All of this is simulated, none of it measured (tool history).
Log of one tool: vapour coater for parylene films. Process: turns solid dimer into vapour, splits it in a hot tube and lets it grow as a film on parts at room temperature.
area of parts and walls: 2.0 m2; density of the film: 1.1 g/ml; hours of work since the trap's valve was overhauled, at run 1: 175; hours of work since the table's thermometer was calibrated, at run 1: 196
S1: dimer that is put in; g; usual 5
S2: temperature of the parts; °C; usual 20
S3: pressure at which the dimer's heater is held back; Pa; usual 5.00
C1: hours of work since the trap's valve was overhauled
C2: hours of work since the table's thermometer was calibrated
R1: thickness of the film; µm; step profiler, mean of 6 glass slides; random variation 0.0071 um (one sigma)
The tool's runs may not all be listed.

run   hour  S1  S2     S3   C1   C2     R1
  1    0.0   5  20   5.00  175  196  0.927
  2   11.0   5  20   5.00  183  203  0.934
  3   24.6   5  20   7.30  192  213  0.921
  4   42.5   5  20   7.30  205  225  0.897
  5   53.2   2  20   5.00  212  233  0.365
  6   66.4   2  20   5.00  221  242  0.361
  7   82.5   2  20   5.00  232  253  0.362
  8   99.9   2  20   5.00  244  265  0.357
     114.4  -- trap's valve overhauled
  9  120.5   5  20   5.00    4  276  1.043
 10  136.7   5  20   4.82   15  287  1.035
 11  152.8   5  20   5.00   26  298  1.039
 12  167.4   5  20   3.48   37  309  1.045
 13  178.7   5  13   5.00   44  316  1.168
 14  195.1   5  19   5.00   56  328  1.033
 15  205.8   8  20   5.00   63  335  1.609
 16  220.6   8  20   5.00   73  345  1.602
 17  231.8   8  20   5.00   81  353  1.603
 18  250.5   8  20   5.00   94  366  1.592
 19  259.3   5  20   5.00  100  372  0.991
 20  268.8   5  20   5.00  106  378  0.983
 21  283.8   5  20   5.00  117  389  0.989
 22  297.7   2  15   9.45  126  398  0.417
 23  314.6   4  15   4.11  138  410  0.853
 24  324.9   4  15   2.24  145  417  0.885
 25  333.0   4  26   5.81  151  423  0.675
 26  346.1   4  26   5.81  160  432  0.678
 27  357.6   5  20   3.68  168  440  0.980
 28  371.0   5  20   5.16  177  449  0.941
 29  383.7   5  16   6.20  186  458  0.998
 30  392.0   5  15   3.51  191  463  1.062
 31  401.7   2  16   6.12  198  470  0.404
 32  413.7   4  16   3.35  206  478  0.829
 33  432.0   2  20   5.00  219  491  0.380
 34  440.9   2  20   5.00  225  497  0.383
 35  452.9   6  20   5.63  233  505  1.100
 36  464.9   5  18   6.42  241  513  0.938
 37  473.0   2  19   6.42  247  519  0.365
     483.2  -- trap's valve overhauled
 38  491.1   8  19   2.42    5  529  1.794
 39  505.0   4  16   4.10   15  538  0.907
 40  517.8   2  20  10.24   24  547  0.395
 41  536.2   5  25   5.29   37  560  0.944

How the hidden state differs across the entries between the runs, from the last listed run before each to the first after it:
Between runs 8 and 9: trap's valve overhauled (hour 114.4)
  vapour lost through the trap's worn valve, %: 14.2 -> 1
  measured less the result without the state, R1: -0.060 -> -0.008 µm
Between runs 37 and 38: trap's valve overhauled (hour 483.2)
  vapour lost through the trap's worn valve, %: 13.5 -> 0.4
  measured less the result without the state, R1: -0.055 -> +0.000 µm
